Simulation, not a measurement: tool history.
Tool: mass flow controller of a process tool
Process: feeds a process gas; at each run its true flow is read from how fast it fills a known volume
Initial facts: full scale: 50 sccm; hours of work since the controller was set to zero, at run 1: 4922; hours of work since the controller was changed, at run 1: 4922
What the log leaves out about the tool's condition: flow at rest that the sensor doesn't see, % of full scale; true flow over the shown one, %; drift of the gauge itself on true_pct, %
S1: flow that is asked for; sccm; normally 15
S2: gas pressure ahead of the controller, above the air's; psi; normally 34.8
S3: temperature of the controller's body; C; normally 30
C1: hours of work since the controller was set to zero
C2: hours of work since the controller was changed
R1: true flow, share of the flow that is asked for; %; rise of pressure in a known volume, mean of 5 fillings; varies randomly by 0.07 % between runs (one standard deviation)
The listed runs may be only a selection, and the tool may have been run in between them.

run 1 hour=0.0 | S1=15 S2=34.8 S3=30 | C1=4922 C2=4922 | R1=102.55
run 2 hour=144.4 | S1=15 S2=34.8 S3=27 | C1=5001 C2=5001 | R1=103.14
run 3 hour=256.8 | S1=15 S2=34.8 S3=30 | C1=5063 C2=5063 | R1=102.79
run 4 hour=364.1 | S1=15 S2=34.8 S3=30 | C1=5122 C2=5122 | R1=102.89
run 5 hour=528.9 | S1=15 S2=34.8 S3=30 | C1=5212 C2=5212 | R1=102.93
run 6 hour=656.6 | S1=15 S2=34.8 S3=30 | C1=5282 C2=5282 | R1=103.17
run 7 hour=752.2 | S1=15 S2=34.8 S3=30 | C1=5335 C2=5335 | R1=103.06
run 8 hour=864.1 | S1=15 S2=34.8 S3=30 | C1=5396 C2=5396 | R1=103.09
run 9 hour=1074.2 | S1=15 S2=27.4 S3=30 | C1=5511 C2=5511 | R1=103.38
run 10 hour=1275.9 | S1=15 S2=28.7 S3=30 | C1=5622 C2=5622 | R1=103.35
run 11 hour=1415.5 | S1=15 S2=28.7 S3=30 | C1=5698 C2=5698 | R1=103.42
run 12 hour=1605.6 | S1=15 S2=28.7 S3=30 | C1=5803 C2=5803 | R1=103.59
run 13 hour=1731.8 | S1=15 S2=34.8 S3=34 | C1=5872 C2=5872 | R1=103.06
run 14 hour=1925.8 | S1=15 S2=34.8 S3=34 | C1=5978 C2=5978 | R1=103.30
run 15 hour=2049.9 | S1=15 S2=34.8 S3=30 | C1=6046 C2=6046 | R1=103.61
run 16 hour=2219.8 | S1=15 S2=34.8 S3=39 | C1=6140 C2=6140 | R1=102.88
run 17 hour=2326.7 | S1=15 S2=34.8 S3=23 | C1=6198 C2=6198 | R1=104.43
run 18 hour=2520.8 | S1=15 S2=34.8 S3=23 | C1=6305 C2=6305 | R1=104.66
run 19 hour=2621.7 | S1=15 S2=34.8 S3=23 | C1=6360 C2=6360 | R1=104.58
run 20 hour=2807.7 | S1=15 S2=34.8 S3=23 | C1=6462 C2=6462 | R1=104.73
run 21 hour=2936.1 | S1=15 S2=34.8 S3=33 | C1=6533 C2=6533 | R1=103.77
run 22 hour=3064.2 | S1=15 S2=34.8 S3=33 | C1=6603 C2=6603 | R1=103.86
run 23 hour=3233.4 | S1=15 S2=34.8 S3=33 | C1=6696 C2=6696 | R1=104.05
run 24 hour=3421.7 | S1=7 S2=34.8 S3=21 | C1=6799 C2=6799 | R1=108.85
run 25 hour=3620.7 | S1=26 S2=34.8 S3=21 | C1=6908 C2=6908 | R1=104.26
run 26 hour=3741.7 | S1=26 S2=34.8 S3=21 | C1=6974 C2=6974 | R1=104.28
run 27 hour=3971.7 | S1=15 S2=31.2 S3=29 | C1=7101 C2=7101 | R1=104.76
run 28 hour=4103.3 | S1=15 S2=31.2 S3=29 | C1=7173 C2=7173 | R1=104.81
run 29 hour=4272.3 | S1=39 S2=34.8 S3=30 | C1=7265 C2=7265 | R1=103.11
run 30 hour=4387.7 | S1=9 S2=34.8 S3=27 | C1=7329 C2=7329 | R1=107.16
run 31 hour=4574.6 | S1=14 S2=20.6 S3=23 | C1=7431 C2=7431 | R1=105.88
run 32 hour=4686.3 | S1=11 S2=23.6 S3=21 | C1=7493 C2=7493 | R1=107.22
run 33 hour=4792.3 | S1=11 S2=23.6 S3=21 | C1=7551 C2=7551 | R1=107.31
run 34 hour=5028.8 | S1=8 S2=20.5 S3=30 | C1=7680 C2=7680 | R1=108.51
run 35 hour=5262.3 | S1=10 S2=25.1 S3=24 | C1=7809 C2=7809 | R1=107.68
run 36 hour=5386.7 | S1=6 S2=34.8 S3=29 | C1=7877 C2=7877 | R1=111.02
run 37 hour=5554.2 | S1=16 S2=34.8 S3=30 | C1=7969 C2=7969 | R1=105.09
run 38 hour=5755.4 | S1=37 S2=32.1 S3=22 | C1=8079 C2=8079 | R1=104.51
run 39 hour=5956.6 | S1=15 S2=29.3 S3=30 | C1=8189 C2=8189 | R1=105.66
run 40 hour=6162.2 | S1=24 S2=29.3 S3=30 | C1=8302 C2=8302 | R1=104.41
run 41 hour=6372.1 | S1=19 S2=34.8 S3=34 | C1=8417 C2=8417 | R1=104.66
run 42 hour=6521.8 | S1=7 S2=23.8 S3=33 | C1=8499 C2=8499 | R1=110.27
-- hour=6588.6 controller's zero set anew
run 43 hour=6699.5 | S1=9 S2=34.8 S3=21 | C1=61 C2=8597 | R1=102.66
run 44 hour=6899.7 | S1=9 S2=34.8 S3=21 | C1=171 C2=8706 | R1=102.77

Below are 4 alternative next runs, each starting from the tool's condition after run 44. Predict each:
run A hour=7000.7 | S1=28 S2=34.8 S3=21 | C1=226 C2=8762 | R1=?
run B hour=7000.7 | S1=39 S2=34.8 S3=27 | C1=226 C2=8762 | R1=?
run C hour=7000.7 | S1=11 S2=25.4 S3=32 | C1=226 C2=8762 | R1=?
run D hour=7000.7 | S1=47 S2=34.8 S3=37 | C1=226 C2=8762 | R1=?

run=A R1=103.08
run=B R1=102.94
run=C R1=102.01
run=D R1=102.12
Had the tool no hidden state, the same runs would have come out as:
run=A R1=99.59
run=B R1=99.47
run=C R1=98.32
run=D R1=98.67
